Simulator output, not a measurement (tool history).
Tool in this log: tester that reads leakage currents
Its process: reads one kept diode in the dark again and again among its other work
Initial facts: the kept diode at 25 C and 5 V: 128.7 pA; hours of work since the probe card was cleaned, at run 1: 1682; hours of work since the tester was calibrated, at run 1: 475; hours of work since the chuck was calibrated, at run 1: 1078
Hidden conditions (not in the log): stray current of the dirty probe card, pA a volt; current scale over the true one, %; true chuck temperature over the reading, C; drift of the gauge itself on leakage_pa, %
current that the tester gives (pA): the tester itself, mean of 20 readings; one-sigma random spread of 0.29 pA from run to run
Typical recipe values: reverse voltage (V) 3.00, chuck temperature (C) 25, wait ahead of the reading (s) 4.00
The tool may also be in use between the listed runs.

run	hour	reverse voltage (V)	chuck temperature (C)	wait ahead of the reading (s)	hours of work since the probe card was cleaned	hours of work since the tester was calibrated	hours of work since the chuck was calibrated	current that the tester gives (pA)
1	0.0	3.00	25	4.00	1682	475	1078	114.01
2	39.0	3.00	25	4.00	1700	493	1096	114.20
3	62.2	3.00	25	0.37	1710	504	1107	117.44
4	106.1	3.00	25	0.96	1730	524	1127	115.49
5	138.7	3.00	25	4.00	1746	539	1142	115.61
6	159.4	3.00	25	4.00	1755	549	1152	115.46
7	188.3	3.00	52	4.00	1768	562	1165	1172.84
8	231.2	3.00	49	4.00	1788	582	1185	927.59
# hour 250.5: probe card cleaned and baked
9	262.5	3.00	25	4.00	5	595	1198	108.37
# hour 273.1: chuck's temperature calibrated
10	307.9	3.00	25	4.00	26	615	16	94.16
11	328.1	3.00	25	5.44	35	624	25	94.47
12	357.7	3.00	25	2.91	48	638	39	95.26
13	380.2	3.00	25	2.91	59	648	49	94.96
14	412.5	3.00	25	4.00	74	663	64	95.18
15	446.6	3.00	35	4.00	89	679	80	242.03
16	483.3	3.00	35	4.00	106	696	97	242.91
17	523.1	3.00	35	4.00	125	714	115	244.75
18	545.3	3.00	35	4.00	135	724	125	242.94
19	587.9	3.00	45	2.73	155	744	145	590.24
20	613.4	3.00	40	4.00	166	756	157	380.82
21	641.9	3.00	40	4.00	180	769	170	383.41
22	676.0	1.23	33	4.45	195	785	186	121.25
23	699.4	1.33	40	1.04	206	795	197	238.61
24	724.9	1.33	40	1.04	218	807	208	240.83
25	743.0	1.33	40	1.04	226	816	217	239.45
26	776.1	1.86	33	1.04	241	831	232	155.46
27	803.5	1.61	51	4.00	254	843	245	679.25
28	835.4	1.28	25	0.65	269	858	259	60.02
29	854.0	4.24	26	1.93	277	867	268	132.44
30	882.6	4.24	26	1.93	290	880	281	132.75
31	918.5	7.89	48	3.83	307	896	298	1342.55
32	937.5	3.00	27	1.05	316	905	306	120.32
33	981.5	5.58	27	0.32	336	925	327	178.53
34	1013.1	2.74	25	4.00	351	940	341	93.74
35	1051.4	10.38	25	0.59	368	958	359	211.99
36	1079.6	10.38	25	0.59	381	971	372	213.84

Consider 3 possible next runs. They are alternatives, not a sequence: every one starts from the tool as it was left by run 36. What does each give?
A	1121.8	2.05	25	4.00	401	990	391	?
B	1121.8	6.04	21	5.65	401	990	391	?
C	1121.8	3.00	22	4.00	401	990	391	?

run	current that the tester gives (pA)
A	80.17
B	103.29
C	74.87
The same runs, with their run-to-run variation unchanged, on a tool lacking any hidden condition would have given:
run	current that the tester gives (pA)
A	77.21
B	97.62
C	71.50

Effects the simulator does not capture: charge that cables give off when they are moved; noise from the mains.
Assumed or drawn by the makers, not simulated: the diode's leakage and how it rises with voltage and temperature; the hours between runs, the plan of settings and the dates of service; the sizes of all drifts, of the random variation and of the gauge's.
